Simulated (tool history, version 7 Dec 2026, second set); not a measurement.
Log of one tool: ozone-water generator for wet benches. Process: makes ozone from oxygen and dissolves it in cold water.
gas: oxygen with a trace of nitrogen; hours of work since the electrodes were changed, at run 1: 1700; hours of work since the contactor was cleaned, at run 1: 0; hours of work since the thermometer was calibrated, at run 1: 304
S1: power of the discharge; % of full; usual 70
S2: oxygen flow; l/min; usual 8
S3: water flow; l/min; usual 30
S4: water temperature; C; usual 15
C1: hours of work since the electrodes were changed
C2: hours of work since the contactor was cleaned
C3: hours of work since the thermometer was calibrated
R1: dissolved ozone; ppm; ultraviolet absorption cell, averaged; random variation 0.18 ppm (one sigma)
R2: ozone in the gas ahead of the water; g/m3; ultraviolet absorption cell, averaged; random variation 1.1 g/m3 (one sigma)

| run | hour | S1 | S2 | S3 | S4 | C1 | C2 | C3 | R1 | R2 |
|---|---|---|---|---|---|---|---|---|---|---|
| 1 | 0 | 70 | 8 | 30 | 15 | 1700 | 0 | 304 | 22.7 | 186 |
| 2 | 58.7 | 70 | 8 | 30 | 15 | 1755 | 55 | 358 | 22.6 | 184.8 |
| 3 | 93.4 | 70 | 8 | 30 | 15 | 1787 | 87 | 391 | 22.8 | 184.2 |
| 4 | 150.8 | 54 | 8 | 30 | 15 | 1841 | 141 | 444 | 18 | 149.3 |
| 5 | 184 | 54 | 8 | 30 | 15 | 1872 | 172 | 475 | 18.3 | 149.8 |
| 6 | 219.1 | 70 | 9.14 | 30 | 15 | 1904 | 204 | 508 | 22 | 166.9 |
| 7 | 279.8 | 70 | 8 | 30 | 15 | 1961 | 261 | 565 | 22.8 | 182.6 |
| 8 | 317.6 | 70 | 8 | 30 | 15 | 1996 | 296 | 600 | 22.3 | 184.8 |
| 9 | 372.5 | 70 | 8 | 30 | 15 | 2048 | 348 | 651 | 22.4 | 180.6 |
| 10 | 430.1 | 70 | 8 | 30 | 15 | 2101 | 401 | 705 | 22.2 | 181.8 |
| 11 | 510.3 | 70 | 8 | 30 | 15 | 2176 | 476 | 780 | 22.2 | 184.2 |
| 12 | 555.6 | 70 | 8 | 30 | 15 | 2218 | 519 | 822 | 22.4 | 182 |
| 13 | 589.9 | 70 | 8 | 30 | 15 | 2250 | 551 | 854 | 22.3 | 181.4 |
| 14 | 650.8 | 70 | 8 | 30 | 15 | 2307 | 607 | 911 | 22.1 | 181.2 |
| 15 | 691.1 | 70 | 8 | 30 | 15 | 2345 | 645 | 949 | 22 | 179.6 |
| 16 | 725.5 | 70 | 8 | 30 | 15 | 2377 | 677 | 981 | 22.1 | 182.2 |
| 17 | 766.3 | 48 | 8 | 30 | 15 | 2415 | 715 | 1019 | 16.2 | 134.1 |
| 18 | 847.2 | 48 | 8 | 30 | 15 | 2491 | 791 | 1094 | 16.4 | 133.9 |
| 19 | 926.4 | 70 | 8.75 | 47 | 15 | 2564 | 865 | 1168 | 14.4 | 169 |
| 20 | 988.7 | 70 | 8.75 | 47 | 22 | 2623 | 923 | 1226 | 13.3 | 168.5 |
| 21 | 1070.1 | 70 | 8.75 | 47 | 22 | 2699 | 999 | 1302 | 13 | 167.8 |
| 22 | 1130.1 | 41 | 8 | 36 | 15 | 2755 | 1055 | 1358 | 12 | 116.9 |
| 23 | 1181.1 | 41 | 8 | 36 | 15 | 2802 | 1102 | 1406 | 12 | 117.3 |
| 24 | 1255.6 | 70 | 9.61 | 30 | 15 | 2872 | 1172 | 1476 | 20.7 | 157.9 |
| 25 | 1336.9 | 70 | 9.61 | 30 | 15 | 2948 | 1248 | 1551 | 21 | 154.6 |
| 26 | 1392.4 | 70 | 9.61 | 30 | 15 | 2999 | 1300 | 1603 | 20.9 | 156.6 |
| 27 | 1442.1 | 70 | 8.42 | 30 | 22 | 3046 | 1346 | 1650 | 19 | 170.9 |
| 28 | 1476.8 | 70 | 8.42 | 30 | 10 | 3078 | 1378 | 1682 | 22.8 | 168.4 |
| 29 | 1546.9 | 70 | 8 | 30 | 8 | 3144 | 1444 | 1747 | 23 | 174.8 |
| 30 | 1601 | 70 | 8 | 30 | 22 | 3194 | 1494 | 1798 | 19 | 174.2 |
| 31 | 1660.1 | 70 | 8 | 30 | 22 | 3249 | 1549 | 1853 | 18.6 | 175.6 |
| 32 | 1701.4 | 82 | 5.52 | 22 | 22 | 3288 | 1588 | 1892 | 28.1 | 249.3 |
| 33 | 1768.3 | 82 | 5.52 | 22 | 22 | 3350 | 1650 | 1954 | 28.2 | 250.8 |
| 34 | 1837 | 82 | 5.52 | 22 | 10 | 3414 | 1714 | 2018 | 33 | 248.9 |

Forecast each of these 3 alternatives for the next run:
| A | 1919.1 | 75 | 5.52 | 22 | 9 | 3491 | 1791 | 2095 | ? | ? |
| B | 1919.1 | 82 | 7.03 | 22 | 10 | 3491 | 1791 | 2095 | ? | ? |
| C | 1919.1 | 67 | 5.52 | 27 | 12 | 3491 | 1791 | 2095 | ? | ? |

| run | R1 | R2 |
|---|---|---|
| A | 31.1 | 230.8 |
| B | 32.9 | 212.4 |
| C | 23.3 | 215.2 |
Without the tool's hidden state the same runs would have given:
| run | R1 | R2 |
|---|---|---|
| A | 37 | 267.7 |
| B | 39.5 | 248.6 |
| C | 27.5 | 246.3 |
